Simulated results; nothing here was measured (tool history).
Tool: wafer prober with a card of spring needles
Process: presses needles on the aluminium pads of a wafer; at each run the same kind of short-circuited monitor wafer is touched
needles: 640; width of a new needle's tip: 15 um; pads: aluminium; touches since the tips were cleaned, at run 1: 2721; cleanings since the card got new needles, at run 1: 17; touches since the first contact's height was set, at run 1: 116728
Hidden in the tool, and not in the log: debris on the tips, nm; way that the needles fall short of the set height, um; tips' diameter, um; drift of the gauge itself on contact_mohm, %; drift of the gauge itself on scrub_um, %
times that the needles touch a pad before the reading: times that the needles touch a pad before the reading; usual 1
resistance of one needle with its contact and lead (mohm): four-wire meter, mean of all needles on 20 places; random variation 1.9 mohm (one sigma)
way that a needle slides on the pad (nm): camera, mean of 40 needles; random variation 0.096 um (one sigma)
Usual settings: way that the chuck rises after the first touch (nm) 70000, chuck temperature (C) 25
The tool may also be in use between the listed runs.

run,hour,way that the chuck rises after the first touch (nm),chuck temperature (C),times that the needles touch a pad before the reading,touches since the tips were cleaned,cleanings since the card got new needles,touches since the first contact's height was set,resistance of one needle with its contact and lead (mohm),way that a needle slides on the pad (nm)
1,0.0,70000,25,1,2721,17,116728,200,19320
# hour 8.9: tips cleaned on abrasive film
2,11.0,70000,25,1,691,18,120353,193,19210
3,17.3,70000,25,1,2792,18,122454,198,19190
# hour 26.5: tips cleaned on abrasive film
4,29.4,70000,50,1,949,19,126436,202,18940
5,39.0,70000,50,2,4143,19,129630,206,19010
# hour 43.5: tips cleaned on abrasive film
6,50.0,70000,50,2,2139,20,133254,205,19040
7,58.3,61000,25,3,4900,20,136015,198,16650
# hour 60.5: tips cleaned on abrasive film
8,71.1,70000,25,2,3510,21,140247,203,18910

The next listed run, before its measurement:
# hour 78.2: tips cleaned on abrasive film
9,84.6,70000,25,2,2125,22,144717,?,?

Run 9 gave resistance of one needle with its contact and lead (mohm) 200, way that a needle slides on the pad (nm) 18970.
Without the tool's hidden state the same run would have given resistance of one needle with its contact and lead (mohm) 200, way that a needle slides on the pad (nm) 19210.

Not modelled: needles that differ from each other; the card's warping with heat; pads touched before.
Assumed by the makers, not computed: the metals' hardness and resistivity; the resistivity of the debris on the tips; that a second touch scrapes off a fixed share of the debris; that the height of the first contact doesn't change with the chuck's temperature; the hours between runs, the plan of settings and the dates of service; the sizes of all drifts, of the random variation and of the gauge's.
